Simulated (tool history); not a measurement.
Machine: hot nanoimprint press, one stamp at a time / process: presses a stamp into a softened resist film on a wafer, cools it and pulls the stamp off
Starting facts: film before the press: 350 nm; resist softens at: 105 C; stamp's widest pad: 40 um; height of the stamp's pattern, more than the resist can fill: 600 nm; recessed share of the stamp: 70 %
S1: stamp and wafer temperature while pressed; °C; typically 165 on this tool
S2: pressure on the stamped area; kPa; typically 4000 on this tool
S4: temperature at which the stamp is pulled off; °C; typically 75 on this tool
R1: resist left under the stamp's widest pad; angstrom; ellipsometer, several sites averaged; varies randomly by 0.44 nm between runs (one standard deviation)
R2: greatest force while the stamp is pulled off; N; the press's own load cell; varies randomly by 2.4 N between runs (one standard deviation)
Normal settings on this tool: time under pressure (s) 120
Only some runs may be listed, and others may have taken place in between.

Run 1, hour 0.0: usual settings. Result: R1 1336 angstrom, R2 120 N.
Run 2, hour 16.9: usual settings. Result: R1 1339 angstrom, R2 115 N.
Run 3, hour 28.5: usual settings but S2 3480 kPa. Result: R1 1432 angstrom, R2 117 N.
Run 4, hour 39.6: usual settings but S2 2420 kPa. Result: R1 1701 angstrom, R2 118 N.
Run 5, hour 50.4: usual settings. Result: R1 1334 angstrom, R2 121 N.
Run 6, hour 60.1: usual settings. Result: R1 1329 angstrom, R2 115 N.
At hour 79.6: stamp cleaned and given a new release coat.
Run 7, hour 83.8: usual settings. Result: R1 1338 angstrom, R2 114 N.
Run 8, hour 104.1: usual settings. Result: R1 1323 angstrom, R2 116 N.
Run 9, hour 120.8: usual settings but S2 3300 kPa. Result: R1 1453 angstrom, R2 116 N.
Run 10, hour 134.4: usual settings but S2 3300 kPa. Result: R1 1456 angstrom, R2 116 N.
At hour 140.9: plate thermocouple calibrated.
Run 11, hour 145.8: usual settings but S2 3300 kPa. Result: R1 1453 angstrom, R2 115 N.
Run 12, hour 164.2: usual settings but S2 3300 kPa. Result: R1 1463 angstrom, R2 121 N.
Run 13, hour 180.3: usual settings but S2 3300 kPa. Result: R1 1458 angstrom, R2 119 N.
Run 14, hour 189.2: usual settings but S2 2730 kPa. Result: R1 1602 angstrom, R2 117 N.
At hour 205.4: press's hydraulic seals changed and the load cell set to zero.
Run 15, hour 216.2: usual settings but S2 2730 kPa, time under pressure (s) 67. Result: R1 1938 angstrom, R2 119 N.
Run 16, hour 227.8: usual settings but S2 4370 kPa, time under pressure (s) 67. Result: R1 1559 angstrom, R2 117 N.
Run 17, hour 237.4: usual settings but S1 160 °C, S2 5710 kPa, time under pressure (s) 211. Result: R1 1204 angstrom, R2 116 N.
Run 18, hour 254.6: usual settings but S1 156 °C, S2 5710 kPa, time under pressure (s) 207. Result: R1 1579 angstrom, R2 114 N.
Run 19, hour 266.3: usual settings but S1 169 °C, S2 2960 kPa, time under pressure (s) 165, S4 81 °C. Result: R1 1078 angstrom, R2 108 N.
Run 20, hour 280.2: usual settings but S1 159 °C, S2 4550 kPa, time under pressure (s) 77. Result: R1 2037 angstrom, R2 114 N.
Run 21, hour 289.0: usual settings but S1 159 °C, S2 4830 kPa, time under pressure (s) 97, S4 83 °C. Result: R1 1837 angstrom, R2 108 N.
Run 22, hour 300.0: usual settings but S1 159 °C, S2 4830 kPa, time under pressure (s) 97, S4 83 °C. Result: R1 1843 angstrom, R2 107 N.
Run 23, hour 318.4: usual settings but S1 163 °C, S4 64 °C. Result: R1 1469 angstrom, R2 131 N.
At hour 325.9: gauge calibrated.
Run 24, hour 328.2: usual settings but S1 163 °C, S4 64 °C. Result: R1 1506 angstrom, R2 135 N.
Run 25, hour 340.8: usual settings but S1 172 °C, S2 2620 kPa, time under pressure (s) 167, S4 72 °C. Result: R1 976 angstrom, R2 120 N.
Run 26, hour 355.0: usual settings but S1 159 °C, time under pressure (s) 103. Result: R1 2003 angstrom, R2 119 N.
Run 27, hour 366.2: usual settings but S1 159 °C, time under pressure (s) 103. Result: R1 1997 angstrom, R2 117 N.
Run 28, hour 381.3: usual settings but S1 159 °C, time under pressure (s) 103. Result: R1 1998 angstrom, R2 115 N.
Run 29, hour 392.2: usual settings but S1 166 °C, S2 5600 kPa. Result: R1 1052 angstrom, R2 121 N.
Run 30, hour 408.4: usual settings but S1 177 °C, time under pressure (s) 185, S4 80 °C. Result: R1 556 angstrom, R2 112 N.

Alternative continuations, all from the tool just after run 30; predict every row:
Run A, hour 423.2: usual settings but S2 3350 kPa, S4 78 °C. Result: R1 ?, R2 ?.
Run B, hour 423.2: usual settings but S1 164 °C, S2 4710 kPa, time under pressure (s) 185, S4 80 °C. Result: R1 ?, R2 ?.
Run C, hour 423.2: usual settings but time under pressure (s) 133. Result: R1 ?, R2 ?.
Run D, hour 423.2: usual settings but S1 157 °C, S2 2520 kPa, time under pressure (s) 212, S4 80 °C. Result: R1 ?, R2 ?.

run    R1   R2
  A  1455  111
  B  1099  112
  C  1276  119
  D  2152  111
With the hidden condition removed and each run's random variation left untouched, the same runs would have given:
run    R1   R2
  A  1468  110
  B  1109  111
  C  1287  118
  D  2170  110
